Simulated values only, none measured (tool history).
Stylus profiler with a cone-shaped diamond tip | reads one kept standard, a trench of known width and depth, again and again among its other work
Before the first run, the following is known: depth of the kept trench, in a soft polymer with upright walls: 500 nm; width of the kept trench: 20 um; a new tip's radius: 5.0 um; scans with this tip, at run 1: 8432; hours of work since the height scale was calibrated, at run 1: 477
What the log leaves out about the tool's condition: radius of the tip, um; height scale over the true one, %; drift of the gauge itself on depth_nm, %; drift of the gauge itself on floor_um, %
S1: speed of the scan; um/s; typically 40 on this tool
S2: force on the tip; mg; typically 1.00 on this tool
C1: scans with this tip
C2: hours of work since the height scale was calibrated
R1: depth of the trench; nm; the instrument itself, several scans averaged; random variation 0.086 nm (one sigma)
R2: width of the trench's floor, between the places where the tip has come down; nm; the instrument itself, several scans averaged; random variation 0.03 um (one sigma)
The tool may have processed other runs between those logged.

run      day   S1    S2     C1    C2      R1     R2
  1    0.000   40  1.00   8432   477  504.03  14130
  2    4.000   40  1.00   8782   543  504.05  14110
  3    8.588   40  1.00   9182   618  504.27  14070
  4   12.688   41  1.00   9541   686  504.22  14000
  5   16.821   41  1.00   9902   754  504.38  13930
  6   21.621   41  1.00  10321   833  504.51  13910
  7   26.496   41  1.00  10747   914  504.68  13910
  8   29.300   41  1.00  10992   960  504.67  13800
  9   32.596   23  1.00  11280  1014  504.88  13970
      34.233  -- height scale calibrated on a step standard
 10   34.712   11  1.00  11463     8  503.43  14060
 11   39.358   55  1.00  11869    85  503.82  13550
 12   41.592   55  1.00  12064   121  503.59  13590
 13   46.308   55  1.00  12476   199  503.96  13490
 14   48.325   55  1.00  12653   233  503.89  13500
 15   53.171   55  1.00  13076   312  504.01  13450
 16   57.175  121  1.00  13426   379  504.17  12840
 17   59.283   40  1.00  13610   413  504.06  13510
 18   63.608   40  1.00  13988   485  504.12  13470
 19   68.538   82  1.00  14419   566  504.16  13070
 20   70.642   82  1.00  14602   601  504.29  13060
 21   73.912   82  1.00  14888   655  504.42  13000
 22   78.604   63  0.89  15298   732  504.11  13130
 23   81.212   53  2.32  15526   775  507.38  13370
 24   83.746   38  0.53  15747   817  503.40  13170
 25   85.942   41  1.80  15939   853  506.50  13360
 26   87.983   28  0.40  16117   887  503.24  13210
 27   91.046   14  0.37  16385   937  503.12  13390
 28   93.154   40  0.68  16569   972  504.05  13100
 29   97.233   27  0.92  16926  1039  504.77  13270
      97.512  -- height scale calibrated on a step standard
 30   99.604   11  1.00  17131    35  503.67  13410
 31  104.400   11  0.98  17550   114  503.60  13390
 32  108.304   64  2.50  17891   178  506.94  13070
 33  110.788   32  2.80  18108   219  507.38  13260
 34  114.638   32  0.62  18445   283  502.94  12980
 35  119.138   59  0.62  18838   357  503.17  12670
 36  122.100   59  1.77  19097   406  505.75  12910
 37  124.738   77  2.30  19327   449  506.96  12870
 38  128.850   77  0.51  19686   517  502.96  12260
 39  132.592  142  0.63  20013   579  503.49  11580

Alternative continuations, all from the tool just after run 39; predict every row:
  A  137.538   21  0.44  20445  660   ?   ?
  B  137.538   20  1.00  20445  660   ?   ?
  C  137.538  123  1.15  20445  660   ?   ?

run      R1     R2
  A  502.98  12910
  B  504.48  13000
  C  504.99  12090
Without the tool's unlogged condition, the same runs would have read:
run      R1     R2
  A  502.11  15400
  B  503.61  15490
  C  504.11  14590
